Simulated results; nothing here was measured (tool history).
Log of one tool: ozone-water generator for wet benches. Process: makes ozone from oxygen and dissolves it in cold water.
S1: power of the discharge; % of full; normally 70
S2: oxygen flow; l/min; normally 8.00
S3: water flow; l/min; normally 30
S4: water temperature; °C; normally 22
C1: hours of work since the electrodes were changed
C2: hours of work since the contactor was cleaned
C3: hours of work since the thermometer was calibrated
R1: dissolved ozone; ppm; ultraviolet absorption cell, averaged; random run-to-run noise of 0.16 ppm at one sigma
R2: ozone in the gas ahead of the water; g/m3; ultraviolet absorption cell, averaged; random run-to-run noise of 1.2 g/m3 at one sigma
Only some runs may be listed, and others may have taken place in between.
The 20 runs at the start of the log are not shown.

Run 21, hour 1146.4: usual settings but S4 17 °C; C1 1616; C2 2334; C3 2468. Result: R1 19.2 ppm, R2 199.3 g/m3.
Run 22, hour 1231.2: usual settings but S4 17 °C; C1 1692; C2 2410; C3 2544. Result: R1 19.0 ppm, R2 199.8 g/m3.
At hour 1264.5: contactor cleaned.
Run 23, hour 1281.1: usual settings but S1 50 % of full, S2 4.99 l/min, S3 40 l/min, S4 25 °C; C1 1733; C2 15; C3 2585. Result: R1 10.4 ppm, R2 201.8 g/m3.
Run 24, hour 1358.3: usual settings but S1 60 % of full, S2 4.99 l/min, S3 28 l/min, S4 25 °C; C1 1801; C2 84; C3 2654. Result: R1 16.3 ppm, R2 222.0 g/m3.
Run 25, hour 1410.5: usual settings but S1 87 % of full, S3 23 l/min; C1 1848; C2 130; C3 2700. Result: R1 25.5 ppm, R2 219.0 g/m3.
Run 26, hour 1464.9: usual settings but S1 43 % of full, S2 13.47 l/min, S3 23 l/min, S4 27 °C; C1 1897; C2 179; C3 2749. Result: R1 15.6 ppm, R2 122.3 g/m3.
Run 27, hour 1531.8: usual settings but S1 90 % of full, S2 8.06 l/min, S3 26 l/min, S4 25 °C; C1 1956; C2 239; C3 2809. Result: R1 22.1 ppm, R2 222.1 g/m3.
Run 28, hour 1572.0: usual settings but S1 90 % of full, S2 8.06 l/min, S3 26 l/min, S4 25 °C; C1 1992; C2 275; C3 2845. Result: R1 21.8 ppm, R2 220.7 g/m3.
Run 29, hour 1652.3: usual settings but S2 5.16 l/min, S4 18 °C; C1 2064; C2 346; C3 2916. Result: R1 17.6 ppm, R2 233.1 g/m3.
Run 30, hour 1698.3: usual settings but S2 6.83 l/min, S4 17 °C; C1 2105; C2 387; C3 2957. Result: R1 19.0 ppm, R2 206.4 g/m3.
Run 31, hour 1774.8: usual settings but S2 8.71 l/min, S3 43 l/min; C1 2173; C2 456; C3 3026. Result: R1 13.2 ppm, R2 186.4 g/m3.
Run 32, hour 1840.5: usual settings but S1 63 % of full, S3 38 l/min; C1 2232; C2 514; C3 3084. Result: R1 13.6 ppm, R2 182.9 g/m3.

What if the next run were any one of these 4? Each begins from the tool's condition after run 32:
Run A, hour 1884.7: usual settings but S2 6.09 l/min; C1 2272; C2 554; C3 3124. Result: R1 ?, R2 ?.
Run B, hour 1884.7: usual settings but S1 40 % of full, S2 7.39 l/min, S3 38 l/min; C1 2272; C2 554; C3 3124. Result: R1 ?, R2 ?.
Run C, hour 1884.7: usual settings but S1 63 % of full, S3 38 l/min, S4 15 °C; C1 2272; C2 554; C3 3124. Result: R1 ?, R2 ?.
Run D, hour 1884.7: usual settings but S1 58 % of full, S3 38 l/min; C1 2272; C2 554; C3 3124. Result: R1 ?, R2 ?.

run    R1     R2
  A  17.2  213.4
  B  10.7  148.0
  C  14.9  183.1
  D  13.2  173.2
The same runs, with their run-to-run variation unchanged, on a tool lacking any hidden condition would have given:
run    R1     R2
  A  20.4  246.4
  B  12.2  163.7
  C  17.6  209.6
  D  15.4  196.9
